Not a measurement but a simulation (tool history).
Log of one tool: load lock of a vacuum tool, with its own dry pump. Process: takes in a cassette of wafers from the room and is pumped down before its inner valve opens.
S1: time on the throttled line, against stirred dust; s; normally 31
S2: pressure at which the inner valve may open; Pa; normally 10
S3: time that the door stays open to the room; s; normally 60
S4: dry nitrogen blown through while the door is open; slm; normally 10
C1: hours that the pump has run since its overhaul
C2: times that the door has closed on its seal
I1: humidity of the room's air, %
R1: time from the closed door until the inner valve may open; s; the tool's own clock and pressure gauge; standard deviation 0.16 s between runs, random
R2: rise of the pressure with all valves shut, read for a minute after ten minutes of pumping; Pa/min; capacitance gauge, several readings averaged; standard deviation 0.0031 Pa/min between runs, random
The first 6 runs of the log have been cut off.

run    hour  S1  S2   S3  S4     C1     C2    I1    R1     R2
  7   554.3  31  10   60  10  10584   9691  45.0  43.0  0.065
  8   679.0  31  10   60  24  10708  10024  45.1  43.0  0.033
  9   745.7  31  10   60  24  10775  10202  42.0  43.2  0.041
 10   855.2  31  10   60  24  10885  10495  46.7  43.1  0.035
 11   927.6  31  10   60  24  10957  10688  45.1  42.9  0.035
 12   987.9  48  10   60  24  11017  10849  46.6  58.8  0.043
 13  1105.2  48  10   60  24  11135  11162  50.5  58.4  0.040
 14  1178.0  31  10   34  10  11207  11357  46.0  43.0  0.043
 15  1248.2  31  10   34  10  11278  11544  45.3  43.1  0.049
 16  1309.1  31  10   34  10  11339  11706  46.3  43.1  0.044
 17  1393.9  31  10   34  10  11423  11933  46.5  43.2  0.042
 18  1483.6  26  14  203  16  11513  12172  44.2  38.0  0.102
 19  1567.4  31  10  151  10  11597  12396  45.6  43.3  0.109
 20  1686.4  31  10  151  10  11716  12714  46.3  43.2  0.118
 21  1791.7  19  10   60   6  11821  12995  41.5  31.8  0.065
 22  1855.9  20  18   60  10  11885  13167  48.0  31.8  0.067
 23  1970.7  20  18   60  10  12000  13473  47.7  31.9  0.071
 24  2031.0  23   8   64   6  12060  13634  44.9  36.2  0.076
 25  2149.0  23   8   64   6  12178  13949  45.9  36.1  0.078
 26  2219.1  23   8   64   6  12249  14136  42.8  36.1  0.073
 27  2328.1  23   8   64   6  12358  14427  42.1  36.2  0.077
 28  2400.6  23   8   64   6  12430  14621  43.2  36.1  0.081
 29  2521.2  56  17   60  21  12551  14943  41.8  64.8  0.040
 30  2611.9  31  10  138   8  12641  15185  42.9  43.1  0.114
 31  2710.9  39  10   60  43  12740  15450  48.9  50.3  0.028

5 ways to go on from here, each from the tool as it stands after run 31. What would each give?
  A  2812.5  31  10  60   6  12842  15721  43.7   ?   ?
  B  2812.5  36  19  60   7  12842  15721  44.0   ?   ?
  C  2812.5  35  17  60  39  12842  15721  46.8   ?   ?
  D  2812.5  27  10  32   9  12842  15721  46.5   ?   ?
  E  2812.5  58  10  61   8  12842  15721  43.8   ?   ?

run    R1     R2
  A  43.0  0.069
  B  46.3  0.069
  C  45.8  0.032
  D  39.6  0.048
  E  68.1  0.063
Without the tool's hidden state the same runs would have given:
run    R1     R2
  A  43.0  0.068
  B  46.3  0.068
  C  45.8  0.031
  D  39.6  0.048
  E  68.1  0.063

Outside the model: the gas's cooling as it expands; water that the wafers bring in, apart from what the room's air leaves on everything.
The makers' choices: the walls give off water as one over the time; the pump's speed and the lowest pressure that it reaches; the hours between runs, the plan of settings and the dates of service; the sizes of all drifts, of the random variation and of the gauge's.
